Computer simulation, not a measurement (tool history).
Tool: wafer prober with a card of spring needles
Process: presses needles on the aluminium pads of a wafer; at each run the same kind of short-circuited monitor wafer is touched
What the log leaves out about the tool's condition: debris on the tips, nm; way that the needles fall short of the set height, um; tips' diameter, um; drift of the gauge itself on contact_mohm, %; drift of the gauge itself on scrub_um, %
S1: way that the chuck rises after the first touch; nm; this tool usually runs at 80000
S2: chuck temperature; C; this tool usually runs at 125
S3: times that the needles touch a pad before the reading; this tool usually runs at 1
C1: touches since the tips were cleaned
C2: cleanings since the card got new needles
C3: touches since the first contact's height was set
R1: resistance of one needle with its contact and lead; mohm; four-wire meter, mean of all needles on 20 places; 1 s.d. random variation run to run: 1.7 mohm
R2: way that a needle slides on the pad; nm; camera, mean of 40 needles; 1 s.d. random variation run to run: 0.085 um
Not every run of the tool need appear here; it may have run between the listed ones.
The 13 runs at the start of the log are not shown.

| run | hour | S1 | S2 | S3 | C1 | C2 | C3 | R1 | R2 |
|---|---|---|---|---|---|---|---|---|---|
|  | 183.2 | tips cleaned on abrasive film |
| 14 | 190.4 | 80000 | 125 | 1 | 4340 | 43 | 119216 | 229 | 21910 |
|  | 194.9 | tips cleaned on abrasive film |
| 15 | 202.5 | 80000 | 125 | 1 | 4575 | 44 | 126423 | 227 | 21700 |
|  | 206.8 | tips cleaned on abrasive film |
| 16 | 215.6 | 80000 | 30 | 1 | 5313 | 45 | 134260 | 226 | 21910 |
|  | 219.0 | tips cleaned on abrasive film |
| 17 | 224.7 | 90000 | 49 | 3 | 3426 | 46 | 139674 | 175 | 24590 |
|  | 226.3 | height of the first contact set anew |
|  | 232.1 | tips cleaned on abrasive film |
| 18 | 233.3 | 90000 | 49 | 3 | 698 | 47 | 4176 | 169 | 24310 |
|  | 244.9 | tips cleaned on abrasive film |
| 19 | 253.4 | 70000 | 125 | 1 | 5095 | 48 | 16210 | 250 | 18980 |
|  | 257.5 | tips cleaned on abrasive film |
|  | 269.2 | tips cleaned on abrasive film |
| 20 | 270.4 | 81000 | 125 | 1 | 725 | 50 | 26337 | 193 | 21960 |
|  | 280.9 | tips cleaned on abrasive film |
| 21 | 281.7 | 80000 | 96 | 1 | 469 | 51 | 33098 | 183 | 21690 |
|  | 293.3 | tips cleaned on abrasive film |
| 22 | 299.0 | 80000 | 96 | 1 | 3463 | 52 | 43494 | 218 | 21590 |
|  | 305.0 | tips cleaned on abrasive film |
|  | 312.4 | height of the first contact set anew, once more |
|  | 318.3 | tips cleaned on abrasive film |
| 23 | 319.4 | 65000 | 61 | 2 | 657 | 54 | 4146 | 183 | 18020 |
| 24 | 329.0 | 94000 | 61 | 2 | 6474 | 54 | 9963 | 193 | 26050 |
|  | 330.6 | tips cleaned on abrasive film |
| 25 | 338.1 | 94000 | 61 | 2 | 4503 | 55 | 15390 | 189 | 26070 |
|  | 343.3 | tips cleaned on abrasive film |
| 26 | 352.3 | 80000 | 53 | 1 | 5425 | 56 | 23880 | 226 | 22100 |
|  | 354.9 | tips cleaned on abrasive film |
| 27 | 366.1 | 63000 | 80 | 3 | 6746 | 57 | 32142 | 205 | 17210 |
|  | 367.6 | tips cleaned on abrasive film |
| 28 | 376.2 | 63000 | 80 | 3 | 5186 | 58 | 38155 | 201 | 17360 |
|  | 379.1 | tips cleaned on abrasive film |
| 29 | 386.3 | 63000 | 80 | 3 | 4306 | 59 | 44172 | 199 | 17270 |
|  | 390.9 | tips cleaned on abrasive film |
| 30 | 397.0 | 80000 | 41 | 3 | 3663 | 60 | 50566 | 179 | 22140 |
|  | 402.4 | tips cleaned on abrasive film |
| 31 | 408.4 | 99000 | 27 | 3 | 3591 | 61 | 57388 | 172 | 27430 |

What if the next run were any one of these 3? Each begins from the tool's condition after run 31:
|  | 414.0 | tips cleaned on abrasive film |
| A | 423.5 | 99000 | 112 | 3 | 5696 | 62 | 66430 | ? | ? |
|  | 414.0 | tips cleaned on abrasive film |
| B | 423.5 | 99000 | 59 | 1 | 5696 | 62 | 66430 | ? | ? |
|  | 414.0 | tips cleaned on abrasive film |
| C | 423.5 | 84000 | 28 | 2 | 5696 | 62 | 66430 | ? | ? |

| run | R1 | R2 |
|---|---|---|
| A | 185 | 27090 |
| B | 208 | 27260 |
| C | 197 | 23070 |
Without the tool's hidden state the same runs would have given:
| run | R1 | R2 |
|---|---|---|
| A | 169 | 27250 |
| B | 161 | 27420 |
| C | 157 | 23230 |

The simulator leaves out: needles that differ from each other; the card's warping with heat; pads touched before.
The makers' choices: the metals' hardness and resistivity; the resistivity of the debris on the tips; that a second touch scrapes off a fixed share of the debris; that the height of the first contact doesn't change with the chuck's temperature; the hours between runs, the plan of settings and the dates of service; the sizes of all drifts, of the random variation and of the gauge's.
